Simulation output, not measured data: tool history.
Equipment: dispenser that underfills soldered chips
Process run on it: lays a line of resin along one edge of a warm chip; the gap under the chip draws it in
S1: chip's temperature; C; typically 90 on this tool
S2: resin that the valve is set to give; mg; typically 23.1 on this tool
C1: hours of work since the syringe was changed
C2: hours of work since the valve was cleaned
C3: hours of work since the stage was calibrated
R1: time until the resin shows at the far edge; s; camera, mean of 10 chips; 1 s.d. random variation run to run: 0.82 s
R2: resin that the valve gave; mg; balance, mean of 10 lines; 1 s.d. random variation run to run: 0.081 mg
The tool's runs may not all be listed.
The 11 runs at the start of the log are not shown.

-- hour=124.1 new syringe of resin
run 12 hour=127.9 | S1=90 S2=23.1 | C1=3 C2=12 C3=485 | R1=83.3 R2=22.84
-- hour=136.7 new syringe of resin
run 13 hour=142.8 | S1=90 S2=23.1 | C1=5 C2=23 C3=497 | R1=89.3 R2=22.57
-- hour=149.4 new syringe of resin
run 14 hour=155 | S1=90 S2=23.1 | C1=4 C2=33 C3=507 | R1=85.4 R2=22.37
-- hour=161.3 new syringe of resin
-- hour=170.6 dispensing valve cleaned and set on the balance
run 15 hour=170.7 | S1=90 S2=23.1 | C1=7 C2=0 C3=518 | R1=95.4 R2=23.13
-- hour=174 new syringe of resin
run 16 hour=179.7 | S1=76 S2=19.9 | C1=5 C2=7 C3=525 | R1=163.1 R2=19.65
-- hour=186.2 new syringe of resin
run 17 hour=190.5 | S1=77 S2=24.3 | C1=3 C2=15 C3=534 | R1=143.5 R2=23.97
-- hour=198.1 new syringe of resin
run 18 hour=202.8 | S1=77 S2=27.5 | C1=4 C2=25 C3=543 | R1=140.6 R2=26.91
-- hour=210 new syringe of resin
run 19 hour=212.4 | S1=77 S2=27.5 | C1=2 C2=33 C3=551 | R1=128.3 R2=26.51
-- hour=222.3 new syringe of resin
run 20 hour=226.9 | S1=82 S2=20.1 | C1=4 C2=44 C3=562 | R1=120 R2=19.37
-- hour=228.9 dispensing valve cleaned and set on the balance
-- hour=235 new syringe of resin
run 21 hour=235.1 | S1=100 S2=29.5 | C1=0 C2=5 C3=567 | R1=49.9 R2=29.68
run 22 hour=244.2 | S1=77 S2=26.1 | C1=7 C2=12 C3=575 | R1=172.1 R2=26.03
-- hour=247.4 new syringe of resin
run 23 hour=251 | S1=95 S2=22.2 | C1=3 C2=17 C3=580 | R1=67.5 R2=21.78
-- hour=260.1 new syringe of resin
run 24 hour=261.7 | S1=95 S2=22.2 | C1=1 C2=26 C3=588 | R1=62.5 R2=21.68
-- hour=272 new syringe of resin
run 25 hour=273.7 | S1=95 S2=22.2 | C1=1 C2=35 C3=598 | R1=64.8 R2=21.55
-- hour=284.2 new syringe of resin
-- hour=286.9 dispensing valve cleaned and set on the balance
run 26 hour=286.9 | S1=104 S2=21.5 | C1=1 C2=0 C3=607 | R1=47.4 R2=21.36
-- hour=297.5 new syringe of resin
run 27 hour=299.3 | S1=85 S2=23.1 | C1=1 C2=10 C3=617 | R1=96.1 R2=22.87
-- hour=309.4 new syringe of resin
run 28 hour=309.4 | S1=89 S2=20.2 | C1=0 C2=17 C3=625 | R1=78.6 R2=19.79
-- hour=321.2 new syringe of resin
run 29 hour=321.6 | S1=91 S2=23.8 | C1=0 C2=27 C3=634 | R1=68.7 R2=23.2
run 30 hour=331.1 | S1=97 S2=24.7 | C1=8 C2=35 C3=642 | R1=75.1 R2=23.82

What if the next run were any one of these 4? Each begins from the tool's condition after run 30:
-- hour=333.2 new syringe of resin
-- hour=344.9 dispensing valve cleaned and set on the balance
-- hour=346.2 new syringe of resin
run A hour=346.2 | S1=94 S2=20.6 | C1=0 C2=1 C3=653 | R1=? R2=?
-- hour=333.2 new syringe of resin
-- hour=344.9 dispensing valve cleaned and set on the balance
-- hour=346.2 new syringe of resin
run B hour=346.2 | S1=93 S2=24.8 | C1=0 C2=1 C3=653 | R1=? R2=?
-- hour=333.2 new syringe of resin
-- hour=344.9 dispensing valve cleaned and set on the balance
-- hour=346.2 new syringe of resin
run C hour=346.2 | S1=94 S2=22.1 | C1=0 C2=1 C3=653 | R1=? R2=?
-- hour=333.2 new syringe of resin
-- hour=344.9 dispensing valve cleaned and set on the balance
-- hour=346.2 new syringe of resin
run D hour=346.2 | S1=90 S2=23.5 | C1=0 C2=1 C3=653 | R1=? R2=?

run=A R1=63.4 R2=20.58
run=B R1=63.5 R2=24.84
run=C R1=61.2 R2=21.96
run=D R1=72.2 R2=23.62
Without the tool's hidden state the same runs would have given:
run=A R1=67.8 R2=20.6
run=B R1=68 R2=24.86
run=C R1=65.6 R2=21.98
run=D R1=77.5 R2=23.64
